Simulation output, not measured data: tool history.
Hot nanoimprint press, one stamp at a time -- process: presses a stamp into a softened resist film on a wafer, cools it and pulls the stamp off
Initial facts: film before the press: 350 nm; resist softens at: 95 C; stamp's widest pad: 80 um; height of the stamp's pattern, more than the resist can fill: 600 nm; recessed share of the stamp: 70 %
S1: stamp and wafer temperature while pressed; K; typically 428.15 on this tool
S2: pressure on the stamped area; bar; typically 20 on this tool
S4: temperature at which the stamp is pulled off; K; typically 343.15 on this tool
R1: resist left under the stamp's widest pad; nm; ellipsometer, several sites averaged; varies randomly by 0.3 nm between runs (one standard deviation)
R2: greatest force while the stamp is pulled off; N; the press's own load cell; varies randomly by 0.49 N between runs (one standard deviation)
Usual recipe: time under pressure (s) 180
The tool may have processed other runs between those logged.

run 1 hour=0 | S1=428.15 S2=20 time_under_pressure_(s)=180 S4=343.15 | R1=167.9 R2=96.7
run 2 hour=9.8 | S1=428.15 S2=20 time_under_pressure_(s)=180 S4=343.15 | R1=168 R2=97.4
run 3 hour=24 | S1=428.15 S2=20 time_under_pressure_(s)=180 S4=343.15 | R1=167.6 R2=97.6
run 4 hour=32.8 | S1=428.15 S2=20 time_under_pressure_(s)=180 S4=343.15 | R1=168.1 R2=98.2
run 5 hour=40.1 | S1=428.15 S2=20 time_under_pressure_(s)=180 S4=343.15 | R1=167.9 R2=98.6
-- hour=50.5 stamp cleaned and given a new release coat
-- hour=60.3 plate thermocouple calibrated
run 6 hour=64.4 | S1=428.15 S2=20 time_under_pressure_(s)=180 S4=343.15 | R1=172.2 R2=94.2
run 7 hour=79.2 | S1=428.15 S2=20 time_under_pressure_(s)=180 S4=343.15 | R1=171.8 R2=94.1
run 8 hour=92.7 | S1=438.15 S2=20 time_under_pressure_(s)=180 S4=343.15 | R1=127.2 R2=94.1
run 9 hour=106.1 | S1=428.15 S2=20 time_under_pressure_(s)=226 S4=343.15 | R1=160.2 R2=94.1
run 10 hour=119.3 | S1=428.15 S2=20 time_under_pressure_(s)=180 S4=343.15 | R1=172.2 R2=94.7
run 11 hour=129.7 | S1=428.15 S2=20 time_under_pressure_(s)=180 S4=343.15 | R1=172.3 R2=95.4
run 12 hour=144.6 | S1=428.15 S2=20 time_under_pressure_(s)=180 S4=343.15 | R1=171.5 R2=95.1
run 13 hour=159.4 | S1=428.15 S2=20 time_under_pressure_(s)=180 S4=343.15 | R1=171.8 R2=94.9
run 14 hour=169.8 | S1=428.15 S2=20 time_under_pressure_(s)=180 S4=343.15 | R1=172.4 R2=95.8
run 15 hour=186.2 | S1=428.15 S2=20 time_under_pressure_(s)=180 S4=343.15 | R1=171.3 R2=96.2
run 16 hour=201.2 | S1=428.15 S2=20 time_under_pressure_(s)=180 S4=343.15 | R1=171.4 R2=96.2
run 17 hour=208.9 | S1=428.15 S2=20 time_under_pressure_(s)=180 S4=343.15 | R1=172.2 R2=96.7
run 18 hour=218.2 | S1=428.15 S2=20 time_under_pressure_(s)=180 S4=343.15 | R1=171.5 R2=96.2
run 19 hour=225.5 | S1=417.15 S2=28.5 time_under_pressure_(s)=280 S4=328.15 | R1=181.4 R2=120.7
run 20 hour=234.2 | S1=436.15 S2=12.1 time_under_pressure_(s)=106 S4=331.15 | R1=207.8 R2=116.7
run 21 hour=242.9 | S1=436.15 S2=12.1 time_under_pressure_(s)=106 S4=331.15 | R1=206.9 R2=116.5
run 22 hour=251.1 | S1=433.15 S2=25.9 time_under_pressure_(s)=255 S4=350.15 | R1=112 R2=85.4
run 23 hour=260.8 | S1=435.15 S2=18.8 time_under_pressure_(s)=154 S4=338.15 | R1=151 R2=104.3
run 24 hour=271.4 | S1=435.15 S2=29.8 time_under_pressure_(s)=154 S4=328.15 | R1=116.2 R2=121.6
run 25 hour=285.1 | S1=431.15 S2=20 time_under_pressure_(s)=168 S4=343.15 | R1=159.6 R2=97.9
run 26 hour=293 | S1=431.15 S2=20 time_under_pressure_(s)=168 S4=343.15 | R1=159.4 R2=96.8
run 27 hour=300.5 | S1=429.15 S2=20 time_under_pressure_(s)=90 S4=350.15 | R1=205.2 R2=86.6
run 28 hour=308.3 | S1=428.15 S2=17.4 time_under_pressure_(s)=180 S4=351.15 | R1=184 R2=84.9
run 29 hour=318.2 | S1=435.15 S2=13 time_under_pressure_(s)=124 S4=338.15 | R1=195.6 R2=107.2
run 30 hour=330.2 | S1=437.15 S2=20 time_under_pressure_(s)=180 S4=343.15 | R1=130.9 R2=98.4
run 31 hour=338.2 | S1=417.15 S2=20 time_under_pressure_(s)=165 S4=343.15 | R1=244.9 R2=98.2

Pick out some run-to-run changes in R1. Of each, how much would a tool without hidden state show as well, from the settings, what came in and chance, and how much is left for the hidden state and any gauge scatter not in both results compared?
Hidden state at play: true temperature over the reading, C; pressure that arrives at the usual setting, %; grip of the stamp's worn release coat, % over a new coat's; drift of the gauge itself on residual_nm, %; drift of the gauge itself on pull_off_n, %.
Run 5 -> 6: stamp cleaned and given a new release coat, plate thermocouple calibrated. R1 +4.3 nm: hidden state +4.4, all else -0.1.
Run 21 -> 22: S1 436.15 -> 433.15, S2 12.1 -> 25.9, time under pressure (s) 106 -> 255, S4 331.15 -> 350.15. R1 -94.9 nm: hidden state +0.5, all else -95.4.
Run 24 -> 25: S1 435.15 -> 431.15, S2 29.8 -> 20, time under pressure (s) 154 -> 168, S4 328.15 -> 343.15. R1 +43.4 nm: hidden state -0.6, all else +44.
Run 29 -> 30: S1 435.15 -> 437.15, S2 13 -> 20, time under pressure (s) 124 -> 180, S4 338.15 -> 343.15. R1 -64.7 nm: hidden state +0.5, all else -65.2.
Run 30 -> 31: S1 437.15 -> 417.15, time under pressure (s) 180 -> 165. R1 +114 nm: hidden state -1, all else +115.
